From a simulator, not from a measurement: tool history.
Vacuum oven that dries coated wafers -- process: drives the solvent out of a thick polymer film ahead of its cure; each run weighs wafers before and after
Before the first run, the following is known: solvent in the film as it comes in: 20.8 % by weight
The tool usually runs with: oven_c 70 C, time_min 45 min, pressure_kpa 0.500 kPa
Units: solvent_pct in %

| run | hour | oven_c | time_min | pressure_kpa | solvent_pct |
|---|---|---|---|---|---|
| 1 | 0.0 | 70 | 45 | 0.500 | 1.57 |
| 2 | 39.0 | 70 | 45 | 0.500 | 1.54 |
| 3 | 62.6 | 79 | 45 | 0.500 | 0.64 |
| 4 | 114.4 | 70 | 45 | 0.500 | 1.50 |
| 5 | 139.4 | 70 | 45 | 0.500 | 1.56 |
| 6 | 190.1 | 70 | 45 | 0.500 | 1.47 |
| 7 | 217.0 | 70 | 45 | 0.500 | 1.65 |
| 8 | 269.1 | 70 | 45 | 0.500 | 1.51 |
| 9 | 316.3 | 70 | 45 | 0.500 | 1.63 |
| 10 | 363.2 | 70 | 45 | 0.500 | 1.49 |
| 11 | 386.9 | 70 | 45 | 0.500 | 1.61 |
| 12 | 418.6 | 70 | 45 | 0.500 | 1.47 |
| 13 | 459.0 | 70 | 45 | 0.500 | 1.52 |
| 14 | 507.4 | 70 | 45 | 0.500 | 1.46 |
| 15 | 532.1 | 70 | 45 | 0.500 | 1.63 |
| 16 | 578.1 | 70 | 45 | 0.500 | 1.49 |
| 17 | 617.8 | 70 | 45 | 0.500 | 1.47 |
| 18 | 650.1 | 70 | 45 | 1.018 | 1.99 |
| 19 | 688.6 | 70 | 26 | 0.500 | 3.49 |
| 20 | 729.0 | 70 | 24 | 0.500 | 3.94 |
| 21 | 754.1 | 70 | 45 | 1.157 | 2.14 |
| 22 | 784.8 | 70 | 45 | 0.500 | 1.53 |
| 23 | 819.0 | 70 | 45 | 0.500 | 1.52 |
| 24 | 866.2 | 70 | 45 | 0.500 | 1.50 |
| 25 | 919.0 | 62 | 45 | 0.742 | 4.42 |
| 26 | 966.3 | 80 | 49 | 0.638 | 0.62 |
| 27 | 998.7 | 81 | 29 | 0.500 | 0.70 |
| 28 | 1020.9 | 70 | 29 | 1.621 | 3.95 |
| 29 | 1065.2 | 70 | 25 | 0.417 | 3.54 |
| 30 | 1114.9 | 69 | 59 | 0.500 | 1.27 |
| 31 | 1160.5 | 60 | 59 | 0.500 | 3.39 |
| 32 | 1213.6 | 55 | 45 | 0.500 | 7.18 |
| 33 | 1241.8 | 55 | 45 | 0.500 | 7.03 |
| 34 | 1265.8 | 74 | 45 | 1.432 | 1.66 |
| 35 | 1297.8 | 77 | 38 | 1.722 | 1.75 |
| 36 | 1320.4 | 83 | 25 | 1.722 | 1.41 |
| 37 | 1366.5 | 77 | 31 | 1.995 | 2.09 |
| 38 | 1411.0 | 77 | 31 | 1.995 | 2.20 |
| 39 | 1463.6 | 66 | 45 | 0.500 | 2.55 |
| 40 | 1495.6 | 70 | 37 | 0.310 | 1.87 |
| 41 | 1530.0 | 77 | 37 | 1.247 | 1.38 |
| 42 | 1561.6 | 80 | 30 | 0.379 | 0.75 |
| 43 | 1611.0 | 63 | 46 | 1.247 | 4.27 |
| 44 | 1662.3 | 63 | 46 | 1.247 | 4.32 |
| 45 | 1686.5 | 63 | 46 | 1.247 | 4.39 |
| 46 | 1736.7 | 63 | 46 | 1.247 | 4.21 |

Each row is a separate what-if for the run after 46, all from the same tool condition, not one after another. Results?
| A | 1777.5 | 83 | 41 | 1.247 | ? |
| B | 1777.5 | 62 | 46 | 1.247 | ? |
| C | 1777.5 | 66 | 25 | 0.366 | ? |
| D | 1777.5 | 70 | 45 | 0.500 | ? |
| E | 1777.5 | 63 | 27 | 1.247 | ? |

| run | solvent_pct |
|---|---|
| A | 0.97 |
| B | 4.57 |
| C | 5.10 |
| D | 1.56 |
| E | 6.89 |
With no hidden state in the tool, these same runs would have given:
| run | solvent_pct |
|---|---|
| A | 0.74 |
| B | 4.73 |
| C | 5.47 |
| D | 1.41 |
| E | 7.27 |
